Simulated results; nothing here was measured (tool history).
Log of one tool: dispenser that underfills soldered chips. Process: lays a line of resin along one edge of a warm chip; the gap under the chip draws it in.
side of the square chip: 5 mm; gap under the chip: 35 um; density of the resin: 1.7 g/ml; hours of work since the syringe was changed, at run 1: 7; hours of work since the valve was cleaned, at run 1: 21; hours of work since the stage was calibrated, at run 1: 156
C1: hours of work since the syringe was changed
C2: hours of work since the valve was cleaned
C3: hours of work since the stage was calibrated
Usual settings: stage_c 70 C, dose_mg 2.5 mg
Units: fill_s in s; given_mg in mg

Run 1, hour 0: usual settings; C1 7; C2 21; C3 156. Result: fill_s 55.5 s, given_mg 2.458 mg.
At hour 0.7: new syringe of resin.
Run 2, hour 2.7: usual settings; C1 1; C2 23; C3 157. Result: fill_s 40.4 s, given_mg 2.466 mg.
Run 3, hour 6.9: usual settings; C1 4; C2 26; C3 160. Result: fill_s 47.8 s, given_mg 2.458 mg.
Run 4, hour 10.5: usual settings; C1 7; C2 28; C3 163. Result: fill_s 54.2 s, given_mg 2.455 mg.
At hour 11.7: new syringe of resin.
Run 5, hour 14.5: usual settings; C1 2; C2 31; C3 165. Result: fill_s 41.2 s, given_mg 2.447 mg.
Run 6, hour 17.3: usual settings; C1 4; C2 33; C3 167. Result: fill_s 47 s, given_mg 2.443 mg.
Run 7, hour 21: usual settings; C1 6; C2 35; C3 170. Result: fill_s 52.8 s, given_mg 2.443 mg.
At hour 22.9: new syringe of resin.
Run 8, hour 24.6: usual settings; C1 1; C2 37; C3 172. Result: fill_s 38.7 s, given_mg 2.435 mg.
Run 9, hour 29.5: usual settings; C1 4; C2 41; C3 175. Result: fill_s 46.9 s, given_mg 2.435 mg.
Run 10, hour 32.4: usual settings; C1 6; C2 43; C3 177. Result: fill_s 53.1 s, given_mg 2.432 mg.
At hour 34.3: new syringe of resin.
Run 11, hour 36.5: usual settings; C1 2; C2 45; C3 180. Result: fill_s 40.7 s, given_mg 2.423 mg.
At hour 40.5: dispensing valve cleaned and set on the balance.
Run 12, hour 40.8: usual settings; C1 4; C2 0; C3 182. Result: fill_s 44.9 s, given_mg 2.497 mg.
Run 13, hour 43.8: usual settings; C1 6; C2 2; C3 184. Result: fill_s 49.9 s, given_mg 2.496 mg.
At hour 46.4: new syringe of resin.
Run 14, hour 49.3: usual settings; C1 2; C2 6; C3 187. Result: fill_s 40.6 s, given_mg 2.494 mg.
Run 15, hour 54.8: usual settings but stage_c 57 C; C1 6; C2 10; C3 191. Result: fill_s 81.3 s, given_mg 2.487 mg.
At hour 57.3: new syringe of resin.
Run 16, hour 60.9: usual settings; C1 2; C2 13; C3 195. Result: fill_s 42 s, given_mg 2.482 mg.
Run 17, hour 66.7: usual settings but stage_c 55 C; C1 6; C2 17; C3 199. Result: fill_s 92.2 s, given_mg 2.48 mg.
At hour 68.3: new syringe of resin.
Run 18, hour 70.9: usual settings but stage_c 81 C; C1 2; C2 20; C3 202. Result: fill_s 28.3 s, given_mg 2.473 mg.
Run 19, hour 75.7: usual settings but stage_c 81 C; C1 5; C2 23; C3 205. Result: fill_s 34 s, given_mg 2.465 mg.
Run 20, hour 78.4: usual settings but stage_c 81 C; C1 7; C2 25; C3 207. Result: fill_s 37.8 s, given_mg 2.464 mg.
At hour 79.2: new syringe of resin.
Run 21, hour 84.5: usual settings but stage_c 77 C, dose_mg 2.27 mg; C1 4; C2 29; C3 211. Result: fill_s 36.3 s, given_mg 2.231 mg.
Run 22, hour 88.4: usual settings but stage_c 85 C, dose_mg 2.58 mg; C1 6; C2 32; C3 213. Result: fill_s 32.1 s, given_mg 2.529 mg.
At hour 90.4: new syringe of resin.
Run 23, hour 91.2: usual settings but stage_c 57 C, dose_mg 2.17 mg; C1 1; C2 33; C3 215. Result: fill_s 64.1 s, given_mg 2.125 mg.
Run 24, hour 94.8: usual settings but stage_c 80 C, dose_mg 2.71 mg; C1 3; C2 36; C3 217. Result: fill_s 31.5 s, given_mg 2.654 mg.
Run 25, hour 97.4: usual settings but stage_c 80 C, dose_mg 2.63 mg; C1 5; C2 38; C3 219. Result: fill_s 34.8 s, given_mg 2.577 mg.
At hour 101.4: new syringe of resin.
Run 26, hour 101.4: usual settings but stage_c 66 C, dose_mg 2.67 mg; C1 0; C2 40; C3 222. Result: fill_s 42.9 s, given_mg 2.607 mg.
Run 27, hour 105.8: usual settings but dose_mg 2.37 mg; C1 3; C2 43; C3 225. Result: fill_s 44.9 s, given_mg 2.309 mg.
Run 28, hour 108.5: usual settings but dose_mg 2.37 mg; C1 5; C2 45; C3 227. Result: fill_s 50 s, given_mg 2.305 mg.
At hour 112.3: new syringe of resin.
At hour 113.3: dispensing valve cleaned and set on the balance.
Run 29, hour 114.4: usual settings but stage_c 79 C, dose_mg 3.07 mg; C1 1; C2 1; C3 230. Result: fill_s 27.7 s, given_mg 3.07 mg.
Run 30, hour 119.9: usual settings but stage_c 81 C, dose_mg 2.57 mg; C1 4; C2 4; C3 233. Result: fill_s 32.1 s, given_mg 2.565 mg.
Run 31, hour 122.5: usual settings but stage_c 60 C, dose_mg 2.47 mg; C1 6; C2 6; C3 235. Result: fill_s 75 s, given_mg 2.458 mg.
At hour 124.4: new syringe of resin.
Run 32, hour 126.1: usual settings but stage_c 67 C, dose_mg 2.92 mg; C1 1; C2 8; C3 237. Result: fill_s 43.6 s, given_mg 2.913 mg.
Run 33, hour 131.4: usual settings but stage_c 67 C, dose_mg 2.92 mg; C1 5; C2 12; C3 241. Result: fill_s 52.9 s, given_mg 2.896 mg.
Run 34, hour 134.8: usual settings but stage_c 67 C, dose_mg 2.92 mg; C1 7; C2 14; C3 243. Result: fill_s 62.7 s, given_mg 2.895 mg.
At hour 135.4: new syringe of resin.
Run 35, hour 138.7: usual settings but stage_c 77 C, dose_mg 2.4 mg; C1 2; C2 17; C3 246. Result: fill_s 31.9 s, given_mg 2.372 mg.
Run 36, hour 141.6: usual settings but stage_c 71 C, dose_mg 2.11 mg; C1 4; C2 19; C3 248. Result: fill_s 46.6 s, given_mg 2.085 mg.

Measured less the same run without the tool's hidden state. The same run-to-run variation is in both; the gauge's scatter may not be:
The hidden state here: resin's viscosity, % of fresh resin's; dose that the valve gives, % of what is set; true chip temperature over the reading, C; drift of the gauge itself on fill_s, %; drift of the gauge itself on given_mg, %.
run  fill_s  given_mg
  1   +18.7    -0.035
  2    +3.6    -0.038
  3   +10.9    -0.043
  4   +17.9    -0.047
  5      +5     -0.05
  6   +10.2    -0.053
  7   +17.2    -0.057
  8    +2.5     -0.06
  9   +10.9    -0.065
 10     +17    -0.068
 11    +3.6    -0.073
 12      +9        +0
 13   +14.4    -0.003
 14    +4.5    -0.009
 15   +23.2    -0.014
 16    +5.9    -0.019
 17   +29.2    -0.025
 18    +3.4    -0.029
 19    +9.3    -0.034
 20   +13.4    -0.037
 21    +7.4    -0.038
 22   +10.2    -0.048
 23    +3.7    -0.043
 24    +5.6    -0.058
 25    +8.9    -0.059
 26    +0.9    -0.063
 27    +8.1    -0.061
 28   +13.1    -0.063
 29    +0.8        +0
 30    +7.1    -0.005
 31   +22.4    -0.007
 32    +3.5    -0.012
 33   +13.6    -0.019
 34   +21.8    -0.023
 35      +4    -0.022
 36   +10.2    -0.022
